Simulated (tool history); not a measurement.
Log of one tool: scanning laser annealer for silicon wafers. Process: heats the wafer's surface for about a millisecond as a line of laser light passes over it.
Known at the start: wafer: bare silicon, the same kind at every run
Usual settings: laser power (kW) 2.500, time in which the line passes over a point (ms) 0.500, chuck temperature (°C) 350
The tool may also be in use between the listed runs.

run	day	laser power (kW)	time in which the line passes over a point (ms)	chuck temperature (°C)	highest temperature of the surface (°C)
1	0.000	2.500	0.500	350	1072
2	0.358	2.500	0.500	350	1074
3	0.892	2.500	0.500	350	1071
4	1.146	2.500	0.500	350	1072
5	1.617	2.500	0.500	350	1072
6	2.117	2.500	0.500	350	1071
7	2.404	2.500	0.500	350	1070
8	2.662	2.500	0.500	350	1073
9	3.088	2.500	0.500	316	1036
10	3.400	2.500	0.500	350	1071
11	3.717	2.500	0.500	326	1043
12	4.021	2.500	0.575	326	1105
13	4.325	2.500	0.575	326	1106
14	4.621	2.500	0.575	326	1107
15	5.154	2.361	0.494	345	1009
16	5.525	2.361	0.494	345	1008
17	5.929	2.385	0.561	345	1064
18	6.467	2.385	0.561	345	1067
19	6.817	2.385	0.561	345	1067
20	7.079	2.385	0.561	345	1069
21	7.508	2.385	0.561	345	1068
22	7.821	2.213	0.561	360	1014
23	8.221	2.302	0.561	377	1068
24	8.454	2.587	0.478	350	1082
25	8.688	2.745	0.500	379	1191
26	9.229	2.707	0.449	331	1079

Forecast each of these 4 alternatives for the next run:
A	9.633	2.707	0.385	331	?
B	9.633	2.500	0.500	367	?
C	9.633	2.473	0.500	366	?
D	9.633	2.392	0.510	336	?

run	highest temperature of the surface (°C)
A	1020
B	1083
C	1079
D	1026
Without the tool's hidden state the same runs would have given:
run	highest temperature of the surface (°C)
A	1029
B	1093
C	1088
D	1035

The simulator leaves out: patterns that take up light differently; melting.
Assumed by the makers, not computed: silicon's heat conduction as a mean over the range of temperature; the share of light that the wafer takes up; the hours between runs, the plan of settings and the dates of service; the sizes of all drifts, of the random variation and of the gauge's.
